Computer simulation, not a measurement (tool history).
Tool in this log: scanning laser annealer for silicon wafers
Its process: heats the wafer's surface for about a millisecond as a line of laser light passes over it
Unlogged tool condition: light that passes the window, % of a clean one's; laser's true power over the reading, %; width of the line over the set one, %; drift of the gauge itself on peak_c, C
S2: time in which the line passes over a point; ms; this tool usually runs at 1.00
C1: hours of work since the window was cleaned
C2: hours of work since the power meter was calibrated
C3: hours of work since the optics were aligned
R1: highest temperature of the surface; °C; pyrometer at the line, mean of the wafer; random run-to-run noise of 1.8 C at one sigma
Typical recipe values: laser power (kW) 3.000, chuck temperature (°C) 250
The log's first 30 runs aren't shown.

Run 31, hour 1280.9: usual settings but laser power (kW) 3.118, S2 1.15 ms, chuck temperature (°C) 275; C1 272; C2 1741; C3 1212. Result: R1 1136 °C.
Run 32, hour 1337.0: usual settings but laser power (kW) 3.118, S2 1.15 ms, chuck temperature (°C) 275; C1 302; C2 1771; C3 1243. Result: R1 1133 °C.
Run 33, hour 1383.4: usual settings but laser power (kW) 2.762, S2 0.99 ms, chuck temperature (°C) 217; C1 327; C2 1796; C3 1268. Result: R1 913 °C.
Run 34, hour 1422.1: usual settings but laser power (kW) 2.851, S2 0.79 ms, chuck temperature (°C) 234; C1 348; C2 1817; C3 1289. Result: R1 877 °C.
At hour 1455.2: window over the wafer cleaned.
Run 35, hour 1473.0: usual settings but laser power (kW) 2.680, S2 1.18 ms, chuck temperature (°C) 221; C1 10; C2 1844; C3 1315. Result: R1 986 °C.
Run 36, hour 1508.2: usual settings but laser power (kW) 2.680, S2 1.18 ms, chuck temperature (°C) 221; C1 29; C2 1863; C3 1335. Result: R1 987 °C.
Run 37, hour 1559.1: usual settings but laser power (kW) 2.680, S2 1.18 ms, chuck temperature (°C) 221; C1 56; C2 1891; C3 1362. Result: R1 984 °C.
Run 38, hour 1614.4: usual settings but S2 1.11 ms, chuck temperature (°C) 230; C1 87; C2 1921; C3 1392. Result: R1 1058 °C.
Run 39, hour 1660.9: usual settings but laser power (kW) 2.599, S2 1.10 ms, chuck temperature (°C) 257; C1 112; C2 1946; C3 1417. Result: R1 962 °C.
Run 40, hour 1714.1: usual settings but laser power (kW) 3.017, S2 1.05 ms, chuck temperature (°C) 258; C1 141; C2 1975; C3 1446. Result: R1 1064 °C.

Alternative continuations, all from the tool just after run 40; predict every row:
Run A, hour 1767.2: usual settings but laser power (kW) 3.017, S2 0.79 ms, chuck temperature (°C) 258; C1 170; C2 2004; C3 1475. Result: R1 ?.
Run B, hour 1767.2: usual settings but laser power (kW) 2.556, S2 0.86 ms, chuck temperature (°C) 217; C1 170; C2 2004; C3 1475. Result: R1 ?.
Run C, hour 1767.2: usual settings but S2 0.91 ms; C1 170; C2 2004; C3 1475. Result: R1 ?.
Run D, hour 1767.2: usual settings but laser power (kW) 3.071, S2 1.05 ms, chuck temperature (°C) 258; C1 170; C2 2004; C3 1475. Result: R1 ?.
Run E, hour 1767.2: usual settings but chuck temperature (°C) 272; C1 170; C2 2004; C3 1475. Result: R1 ?.

run    R1
  A   958
  B   826
  C   993
  D  1078
  E  1053
The same runs, with their run-to-run variation unchanged, on a tool lacking any hidden condition would have given:
run    R1
  A   973
  B   839
  C  1008
  D  1096
  E  1070

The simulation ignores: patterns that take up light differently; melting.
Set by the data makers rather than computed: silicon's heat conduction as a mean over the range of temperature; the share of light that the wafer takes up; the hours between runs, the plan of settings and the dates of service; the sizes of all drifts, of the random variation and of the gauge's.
